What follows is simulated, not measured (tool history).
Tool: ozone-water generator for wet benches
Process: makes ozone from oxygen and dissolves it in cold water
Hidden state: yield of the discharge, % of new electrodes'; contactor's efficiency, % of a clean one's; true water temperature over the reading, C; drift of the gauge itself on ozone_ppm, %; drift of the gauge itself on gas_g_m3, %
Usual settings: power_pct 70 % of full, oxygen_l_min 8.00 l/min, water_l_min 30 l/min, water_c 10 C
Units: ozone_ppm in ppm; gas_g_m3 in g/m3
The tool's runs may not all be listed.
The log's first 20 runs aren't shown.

run	hour	power_pct	oxygen_l_min	water_l_min	water_c	hours of work since the electrodes were changed	hours of work since the contactor was cleaned	hours of work since the thermometer was calibrated	ozone_ppm	gas_g_m3
21	1347.3	70	8.00	30	13	3615	6175	1732	17.1	159.0
# hour 1362.6: contactor cleaned
22	1404.8	70	8.00	30	11	3658	34	1775	17.5	157.9
23	1469.1	70	8.00	22	8	3710	86	1827	23.0	160.4
24	1510.9	70	8.00	22	12	3743	119	1860	21.8	157.8
25	1551.9	70	8.00	44	5	3776	152	1893	13.6	159.3
26	1618.7	70	8.00	30	5	3830	206	1947	19.0	160.7
27	1701.2	70	6.63	30	16	3896	272	2013	15.6	169.3
28	1781.5	70	6.63	30	16	3961	336	2078	15.9	169.4
29	1866.8	70	9.62	30	6	4029	405	2146	19.7	149.7
30	1957.7	70	9.62	30	6	4102	478	2219	19.7	150.8
31	2010.7	58	6.68	28	8	4145	520	2262	16.0	145.0
32	2094.5	81	8.00	26	8	4212	588	2329	22.8	177.4
33	2164.6	70	8.00	31	8	4268	644	2385	17.8	159.3

3 ways to go on from here, each from the tool as it stands after run 33. What would each give?
A	2241.9	70	8.00	33	8	4330	706	2447	?	?
B	2241.9	56	10.71	31	8	4330	706	2447	?	?
C	2241.9	46	8.00	37	8	4330	706	2447	?	?

run	ozone_ppm	gas_g_m3
A	16.8	160.0
B	16.1	122.9
C	10.9	113.3
Without the tool's hidden state the same runs would have given:
run	ozone_ppm	gas_g_m3
A	16.8	160.2
B	16.1	123.1
C	10.9	113.4
